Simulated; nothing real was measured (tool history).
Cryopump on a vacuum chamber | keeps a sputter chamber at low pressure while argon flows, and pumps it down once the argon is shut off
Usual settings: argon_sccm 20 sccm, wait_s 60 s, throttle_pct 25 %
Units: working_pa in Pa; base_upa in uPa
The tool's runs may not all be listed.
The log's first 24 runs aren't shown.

| run | hour | argon_sccm | wait_s | throttle_pct | working_pa | base_upa |
|---|---|---|---|---|---|---|
| 25 | 571.8 | 20 | 125 | 35 | 0.075 | 1.1 |
| 26 | 598.8 | 20 | 125 | 35 | 0.0743 | 1.11 |
| 27 | 630.5 | 9 | 60 | 25 | 0.0462 | 1.54 |
| 28 | 656.5 | 9 | 60 | 25 | 0.0465 | 1.62 |
| 29 | 684.8 | 9 | 60 | 25 | 0.0476 | 1.65 |
| 30 | 701.1 | 9 | 60 | 25 | 0.0468 | 1.62 |
| 31 | 729.3 | 33 | 46 | 28 | 0.1559 | 1.85 |
| 32 | 745.7 | 10 | 60 | 37 | 0.0374 | 1.68 |
| 33 | 767.9 | 29 | 60 | 25 | 0.1533 | 1.64 |
| 34 | 785.6 | 29 | 35 | 25 | 0.1532 | 2.33 |

5 ways to go on from here, each from the tool as it stands after run 34. What would each give?
| A | 806.8 | 29 | 55 | 25 | ? | ? |
| B | 806.8 | 29 | 208 | 48 | ? | ? |
| C | 806.8 | 20 | 35 | 30 | ? | ? |
| D | 806.8 | 26 | 125 | 25 | ? | ? |
| E | 806.8 | 25 | 35 | 60 | ? | ? |

| run | working_pa | base_upa |
|---|---|---|
| A | 0.1504 | 1.7 |
| B | 0.0822 | 1.03 |
| C | 0.0894 | 2.26 |
| D | 0.1362 | 1.28 |
| E | 0.0589 | 2.3 |
Without the tool's hidden state the same runs would have given:
| run | working_pa | base_upa |
|---|---|---|
| A | 0.1436 | 1.13 |
| B | 0.0753 | 0.46 |
| C | 0.0847 | 1.69 |
| D | 0.1301 | 0.7 |
| E | 0.053 | 1.72 |
